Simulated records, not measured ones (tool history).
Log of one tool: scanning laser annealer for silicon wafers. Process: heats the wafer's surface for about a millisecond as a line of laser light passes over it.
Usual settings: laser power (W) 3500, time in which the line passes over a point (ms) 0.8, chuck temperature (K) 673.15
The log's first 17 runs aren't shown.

run,hour,laser power (W),time in which the line passes over a point (ms),chuck temperature (K),hours of work since the window was cleaned,hours of work since the power meter was calibrated,hours of work since the optics were aligned,highest temperature of the surface (K)
18,372.2,3500,0.8,673.15,454,493,1227,1435.15
19,400.9,3500,0.8,673.15,470,508,1243,1435.15
20,415.4,3500,0.8,673.15,478,517,1251,1433.15
21,434.4,3500,0.8,646.15,489,527,1261,1406.15
22,453.4,3500,0.891,653.15,499,537,1272,1449.15
23,483.5,3125,0.917,653.15,516,554,1288,1369.15
24,509.4,3125,0.917,653.15,530,568,1302,1369.15
25,527.7,3125,0.703,653.15,540,579,1313,1291.15
26,552,3025,0.772,659.15,554,592,1326,1301.15
27,573.5,3400,0.754,659.15,565,604,1338,1373.15
28,599.2,3400,0.754,659.15,580,618,1352,1374.15
29,615,3400,0.754,659.15,588,627,1361,1372.15
30,632.4,3046,0.754,672.15,598,636,1370,1309.15
31,646,3046,0.754,672.15,605,644,1378,1310.15
32,670.6,3332,0.8,673.15,619,657,1392,1386.15
33,685.8,3500,0.789,673.15,627,666,1400,1420.15
34,707.3,3500,0.789,673.15,639,678,1412,1421.15
35,731.6,3500,0.877,672.15,653,691,1425,1453.15
36,755.8,3500,0.877,672.15,666,704,1439,1449.15
37,778.3,3500,0.8,660.15,679,717,1451,1406.15
38,794.7,3161,0.718,662.15,688,726,1460,1306.15
39,810.6,3161,0.718,662.15,696,735,1469,1305.15
40,824.2,3342,0.659,696.15,704,742,1476,1353.15
41,837.1,3631,0.641,673.15,711,749,1484,1380.15

Forecast each of these 4 alternatives for the next run:
# hour 860.8: optics aligned, line set to its width
A,867.5,3631,0.815,673.15,725,763,4,?
# hour 860.8: optics aligned, line set to its width
B,867.5,3315,0.587,663.15,725,763,4,?
# hour 860.8: optics aligned, line set to its width
C,867.5,2991,0.638,648.15,725,763,4,?
# hour 860.8: optics aligned, line set to its width
D,867.5,3030,0.762,697.15,725,763,4,?

run,highest temperature of the surface (K)
A,1470.15
B,1290.15
C,1236.15
D,1340.15
Without the tool's hidden state the same runs would have given:
run,highest temperature of the surface (K)
A,1521.15
B,1330.15
C,1274.15
D,1381.15
